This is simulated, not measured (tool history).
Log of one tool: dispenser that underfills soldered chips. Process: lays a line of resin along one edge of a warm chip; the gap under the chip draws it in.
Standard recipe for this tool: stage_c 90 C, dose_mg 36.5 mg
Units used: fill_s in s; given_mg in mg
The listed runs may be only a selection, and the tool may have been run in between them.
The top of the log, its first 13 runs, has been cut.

At hour 88.5: dispensing valve cleaned and set on the balance.
Run 14, hour 88.6: usual settings but stage_c 75 C. Result: fill_s 610.5 s, given_mg 36.47 mg.
At hour 91.8: new syringe of resin.
Run 15, hour 96.3: usual settings but stage_c 75 C. Result: fill_s 485.7 s, given_mg 36.45 mg.
At hour 104.3: new syringe of resin.
Run 16, hour 105.7: usual settings but stage_c 75 C. Result: fill_s 424.5 s, given_mg 36.44 mg.
Run 17, hour 109.9: usual settings but dose_mg 46 mg. Result: fill_s 323.2 s, given_mg 45.83 mg.
Run 18, hour 113.9: usual settings but dose_mg 33.7 mg. Result: fill_s 417.1 s, given_mg 33.44 mg.
At hour 116.8: new syringe of resin.
Run 19, hour 119.9: usual settings but dose_mg 33.7 mg. Result: fill_s 302.7 s, given_mg 33.06 mg.
Run 20, hour 126.8: usual settings but stage_c 101 C, dose_mg 33.7 mg. Result: fill_s 320.6 s, given_mg 33.28 mg.
At hour 129.2: new syringe of resin.
Run 21, hour 133.9: usual settings but stage_c 95 C. Result: fill_s 274.5 s, given_mg 35.7 mg.
Run 22, hour 138.9: usual settings but stage_c 95 C. Result: fill_s 346.7 s, given_mg 35.69 mg.
At hour 141.7: new syringe of resin.
At hour 146.5: dispensing valve cleaned and set on the balance.
Run 23, hour 149.6: usual settings but stage_c 86 C, dose_mg 38 mg. Result: fill_s 401.3 s, given_mg 37.76 mg.
At hour 155.2: new syringe of resin.
Run 24, hour 158.3: usual settings but stage_c 96 C, dose_mg 41.7 mg. Result: fill_s 249.7 s, given_mg 41.46 mg.
At hour 167.5: new syringe of resin.
Run 25, hour 167.5: usual settings but stage_c 96 C, dose_mg 41.7 mg. Result: fill_s 213.5 s, given_mg 41.28 mg.
Run 26, hour 174.4: usual settings but stage_c 96 C, dose_mg 41.7 mg. Result: fill_s 300.1 s, given_mg 41.62 mg.
At hour 179.6: new syringe of resin.
Run 27, hour 182.6: usual settings but stage_c 96 C, dose_mg 41.7 mg. Result: fill_s 242.6 s, given_mg 41.05 mg.
Run 28, hour 190: usual settings but stage_c 96 C, dose_mg 41.7 mg. Result: fill_s 347.1 s, given_mg 41.12 mg.
At hour 192.3: new syringe of resin.
Run 29, hour 199.7: usual settings but stage_c 88 C. Result: fill_s 393.5 s, given_mg 35.62 mg.
At hour 204: dispensing valve cleaned and set on the balance.
At hour 205.8: new syringe of resin.
Run 30, hour 205.8: usual settings but stage_c 78 C, dose_mg 43.3 mg. Result: fill_s 353.7 s, given_mg 43.12 mg.
Run 31, hour 212.5: usual settings but stage_c 87 C, dose_mg 40.5 mg. Result: fill_s 381.5 s, given_mg 40.54 mg.
Run 32, hour 216.5: usual settings but stage_c 87 C, dose_mg 40.5 mg. Result: fill_s 470.5 s, given_mg 40.31 mg.
At hour 218.2: new syringe of resin.
Run 33, hour 225.9: usual settings but stage_c 97 C, dose_mg 40.3 mg. Result: fill_s 299.6 s, given_mg 40.03 mg.
At hour 230.4: new syringe of resin.
Run 34, hour 232.4: usual settings but stage_c 80 C, dose_mg 45.4 mg. Result: fill_s 363.5 s, given_mg 44.62 mg.

Branching from run 34: 3 alternative next runs. What would each branch give?
Run A, hour 239.5: usual settings but stage_c 100 C, dose_mg 45.4 mg. Result: fill_s ?, given_mg ?.
Run B, hour 239.5: usual settings but stage_c 101 C, dose_mg 45.4 mg. Result: fill_s ?, given_mg ?.
Run C, hour 239.5: usual settings but stage_c 102 C, dose_mg 32.6 mg. Result: fill_s ?, given_mg ?.

run  fill_s  given_mg
  A   289.5     44.71
  B   278.5     44.69
  C   299.8     32.12
What these runs would have given with no unlogged condition in the tool:
run  fill_s  given_mg
  A   183.8     45.31
  B   176.9      45.3
  C     190     32.55

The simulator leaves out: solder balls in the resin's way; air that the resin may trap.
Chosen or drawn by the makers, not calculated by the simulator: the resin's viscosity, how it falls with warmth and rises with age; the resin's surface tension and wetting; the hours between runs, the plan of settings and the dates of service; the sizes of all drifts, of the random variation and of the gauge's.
